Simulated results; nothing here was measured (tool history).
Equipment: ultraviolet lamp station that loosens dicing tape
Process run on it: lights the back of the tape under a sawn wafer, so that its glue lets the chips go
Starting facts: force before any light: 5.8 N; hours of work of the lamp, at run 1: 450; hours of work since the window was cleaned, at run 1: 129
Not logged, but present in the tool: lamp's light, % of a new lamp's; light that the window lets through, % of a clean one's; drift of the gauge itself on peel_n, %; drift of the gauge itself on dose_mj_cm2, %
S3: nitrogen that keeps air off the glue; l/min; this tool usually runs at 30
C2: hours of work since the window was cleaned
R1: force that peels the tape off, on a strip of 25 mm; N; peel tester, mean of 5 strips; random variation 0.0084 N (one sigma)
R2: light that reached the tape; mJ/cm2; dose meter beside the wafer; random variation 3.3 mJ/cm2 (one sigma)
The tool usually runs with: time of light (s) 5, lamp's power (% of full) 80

Run 1, hour 0.0: usual settings; hours of work of the lamp 450; C2 129. Result: R1 0.535 N, R2 409 mJ/cm2.
Run 2, hour 35.3: usual settings; hours of work of the lamp 466; C2 145. Result: R1 0.526 N, R2 407 mJ/cm2.
Run 3, hour 56.9: usual settings; hours of work of the lamp 477; C2 156. Result: R1 0.576 N, R2 401 mJ/cm2.
Run 4, hour 90.6: usual settings; hours of work of the lamp 493; C2 172. Result: R1 0.561 N, R2 399 mJ/cm2.
Run 5, hour 119.7: usual settings but S3 58 l/min; hours of work of the lamp 506; C2 185. Result: R1 0.361 N, R2 392 mJ/cm2.
Run 6, hour 135.3: usual settings but S3 25 l/min; hours of work of the lamp 514; C2 193. Result: R1 0.656 N, R2 382 mJ/cm2.
Run 7, hour 153.0: usual settings but S3 25 l/min; hours of work of the lamp 522; C2 201. Result: R1 0.686 N, R2 386 mJ/cm2.
Run 8, hour 181.2: usual settings but S3 25 l/min; hours of work of the lamp 535; C2 215. Result: R1 0.694 N, R2 381 mJ/cm2.
Run 9, hour 207.0: usual settings but S3 25 l/min; hours of work of the lamp 548; C2 227. Result: R1 0.693 N, R2 377 mJ/cm2.
Run 10, hour 233.8: usual settings; hours of work of the lamp 560; C2 240. Result: R1 0.621 N, R2 374 mJ/cm2.
Run 11, hour 268.4: usual settings; hours of work of the lamp 577; C2 256. Result: R1 0.641 N, R2 373 mJ/cm2.
Run 12, hour 304.2: usual settings; hours of work of the lamp 594; C2 273. Result: R1 0.645 N, R2 366 mJ/cm2.
Run 13, hour 331.2: usual settings but time of light (s) 9, S3 11 l/min; hours of work of the lamp 607; C2 286. Result: R1 0.506 N, R2 649 mJ/cm2.
At hour 334.2: window cleaned of glue's vapour.
Run 14, hour 352.6: usual settings but time of light (s) 9, lamp's power (% of full) 85, S3 11 l/min; hours of work of the lamp 617; C2 9. Result: R1 0.476 N, R2 665 mJ/cm2.
Run 15, hour 379.3: usual settings but time of light (s) 2, lamp's power (% of full) 69, S3 54 l/min; hours of work of the lamp 629; C2 21. Result: R1 2.252 N, R2 119 mJ/cm2.
Run 16, hour 410.9: usual settings but lamp's power (% of full) 64, S3 9 l/min; hours of work of the lamp 644; C2 36. Result: R1 2.036 N, R2 271 mJ/cm2.
Run 17, hour 429.1: usual settings but S3 52 l/min; hours of work of the lamp 653; C2 45. Result: R1 0.535 N, R2 338 mJ/cm2.
Run 18, hour 456.1: usual settings but time of light (s) 8, lamp's power (% of full) 75, S3 52 l/min; hours of work of the lamp 666; C2 58. Result: R1 0.270 N, R2 502 mJ/cm2.
At hour 488.6: window cleaned of glue's vapour, once more.
Run 19, hour 492.5: usual settings but time of light (s) 4, S3 15 l/min; hours of work of the lamp 683; C2 2. Result: R1 1.501 N, R2 289 mJ/cm2.
Run 20, hour 526.6: usual settings but time of light (s) 4, lamp's power (% of full) 100, S3 26 l/min; hours of work of the lamp 699; C2 18. Result: R1 0.757 N, R2 355 mJ/cm2.
Run 21, hour 557.2: usual settings but time of light (s) 2, lamp's power (% of full) 94; hours of work of the lamp 713; C2 33. Result: R1 2.004 N, R2 169 mJ/cm2.
Run 22, hour 587.7: usual settings but time of light (s) 3, lamp's power (% of full) 83; hours of work of the lamp 728; C2 47. Result: R1 1.428 N, R2 218 mJ/cm2.

Had the tool no unlogged condition, and each run kept its random variation, what would the results have been?
run     R1   R2
  1  0.344  525
  2  0.329  529
  3  0.358  526
  4  0.340  529
  5  0.235  525
  6  0.382  517
  7  0.396  525
  8  0.392  522
  9  0.385  523
 10  0.342  523
 11  0.342  527
 12  0.336  525
 13  0.272  942
 14  0.250  996
 15  1.413  180
 16  1.215  416
 17  0.262  522
 18  0.195  785
 19  0.876  419
 20  0.385  520
 21  1.239  249
 22  0.771  328
